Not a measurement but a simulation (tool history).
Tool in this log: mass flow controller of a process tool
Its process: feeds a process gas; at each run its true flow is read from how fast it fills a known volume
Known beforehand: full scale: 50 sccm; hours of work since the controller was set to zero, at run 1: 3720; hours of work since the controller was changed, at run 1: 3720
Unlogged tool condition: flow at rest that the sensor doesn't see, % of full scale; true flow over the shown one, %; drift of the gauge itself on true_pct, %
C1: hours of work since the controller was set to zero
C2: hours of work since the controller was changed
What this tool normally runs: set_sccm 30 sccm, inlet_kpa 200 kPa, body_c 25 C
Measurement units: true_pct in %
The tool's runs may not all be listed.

Run 1, day 0.000: usual settings; C1 3720; C2 3720. Result: true_pct 97.00 %.
Run 2, day 3.133: usual settings; C1 3780; C2 3780. Result: true_pct 96.92 %.
Run 3, day 7.842: usual settings; C1 3870; C2 3870. Result: true_pct 97.15 %.
Run 4, day 10.142: usual settings; C1 3914; C2 3914. Result: true_pct 97.08 %.
Run 5, day 14.304: usual settings; C1 3993; C2 3993. Result: true_pct 97.10 %.
Run 6, day 17.725: usual settings; C1 4058; C2 4058. Result: true_pct 96.93 %.
Run 7, day 20.117: usual settings; C1 4104; C2 4104. Result: true_pct 96.95 %.
Run 8, day 22.350: usual settings but inlet_kpa 270 kPa; C1 4146; C2 4146. Result: true_pct 97.40 %.
Run 9, day 25.808: usual settings but inlet_kpa 270 kPa; C1 4212; C2 4212. Result: true_pct 97.57 %.
Run 10, day 30.733: usual settings; C1 4306; C2 4306. Result: true_pct 96.83 %.
Run 11, day 35.888: usual settings; C1 4404; C2 4404. Result: true_pct 96.83 %.
Run 12, day 40.125: usual settings but inlet_kpa 209 kPa; C1 4485; C2 4485. Result: true_pct 96.91 %.
Run 13, day 42.925: usual settings but body_c 29 C; C1 4538; C2 4538. Result: true_pct 96.32 %.
Run 14, day 46.854: usual settings but body_c 29 C; C1 4613; C2 4613. Result: true_pct 96.21 %.
Run 15, day 52.304: usual settings; C1 4717; C2 4717. Result: true_pct 96.83 %.
Run 16, day 56.738: usual settings; C1 4801; C2 4801. Result: true_pct 96.67 %.
Run 17, day 60.100: usual settings; C1 4865; C2 4865. Result: true_pct 96.61 %.
Run 18, day 62.408: usual settings; C1 4909; C2 4909. Result: true_pct 96.68 %.
Run 19, day 66.496: usual settings but set_sccm 47 sccm; C1 4987; C2 4987. Result: true_pct 97.87 %.
Run 20, day 71.838: usual settings but set_sccm 40 sccm, inlet_kpa 199 kPa, body_c 33 C; C1 5089; C2 5089. Result: true_pct 96.40 %.
Run 21, day 74.075: usual settings but set_sccm 40 sccm, inlet_kpa 199 kPa, body_c 33 C; C1 5132; C2 5132. Result: true_pct 96.40 %.
Run 22, day 78.554: usual settings but set_sccm 11 sccm, inlet_kpa 199 kPa, body_c 37 C; C1 5217; C2 5217. Result: true_pct 92.09 %.
Run 23, day 82.508: usual settings but set_sccm 6 sccm, inlet_kpa 201 kPa, body_c 21 C; C1 5292; C2 5292. Result: true_pct 91.15 %.
Run 24, day 84.900: usual settings but set_sccm 6 sccm, inlet_kpa 201 kPa, body_c 21 C; C1 5338; C2 5338. Result: true_pct 91.10 %.
Run 25, day 88.542: usual settings but set_sccm 14 sccm, inlet_kpa 146 kPa, body_c 26 C; C1 5407; C2 5407. Result: true_pct 93.71 %.
Run 26, day 90.962: usual settings but set_sccm 9 sccm, inlet_kpa 146 kPa, body_c 38 C; C1 5453; C2 5453. Result: true_pct 90.57 %.
Run 27, day 95.500: usual settings but set_sccm 26 sccm, inlet_kpa 196 kPa; C1 5540; C2 5540. Result: true_pct 95.88 %.
Run 28, day 97.904: usual settings but set_sccm 26 sccm, inlet_kpa 196 kPa; C1 5586; C2 5586. Result: true_pct 95.99 %.
Run 29, day 100.162: usual settings but inlet_kpa 275 kPa, body_c 28 C; C1 5629; C2 5629. Result: true_pct 96.58 %.
Run 30, day 103.238: usual settings but inlet_kpa 275 kPa, body_c 28 C; C1 5687; C2 5687. Result: true_pct 96.53 %.
Run 31, day 106.425: usual settings but set_sccm 26 sccm, inlet_kpa 249 kPa, body_c 33 C; C1 5748; C2 5748. Result: true_pct 95.29 %.
Run 32, day 108.904: usual settings but inlet_kpa 237 kPa, body_c 39 C; C1 5795; C2 5795. Result: true_pct 94.92 %.

Here are 5 independent what-if runs from the current tool condition. What would each one return?
Run A, day 113.696: usual settings but set_sccm 13 sccm, inlet_kpa 150 kPa, body_c 32 C; C1 5887; C2 5887. Result: true_pct ?.
Run B, day 113.696: usual settings but set_sccm 32 sccm, inlet_kpa 185 kPa, body_c 26 C; C1 5887; C2 5887. Result: true_pct ?.
Run C, day 113.696: usual settings but inlet_kpa 275 kPa; C1 5887; C2 5887. Result: true_pct ?.
Run D, day 113.696: usual settings but inlet_kpa 255 kPa; C1 5887; C2 5887. Result: true_pct ?.
Run E, day 113.696: usual settings but set_sccm 13 sccm, inlet_kpa 182 kPa, body_c 21 C; C1 5887; C2 5887. Result: true_pct ?.

run  true_pct
  A     92.40
  B     96.16
  C     96.75
  D     96.61
  E     94.00
With no hidden state in the tool, these same runs would have given:
run  true_pct
  A     96.85
  B     98.88
  C     99.54
  D     99.41
  E     98.45

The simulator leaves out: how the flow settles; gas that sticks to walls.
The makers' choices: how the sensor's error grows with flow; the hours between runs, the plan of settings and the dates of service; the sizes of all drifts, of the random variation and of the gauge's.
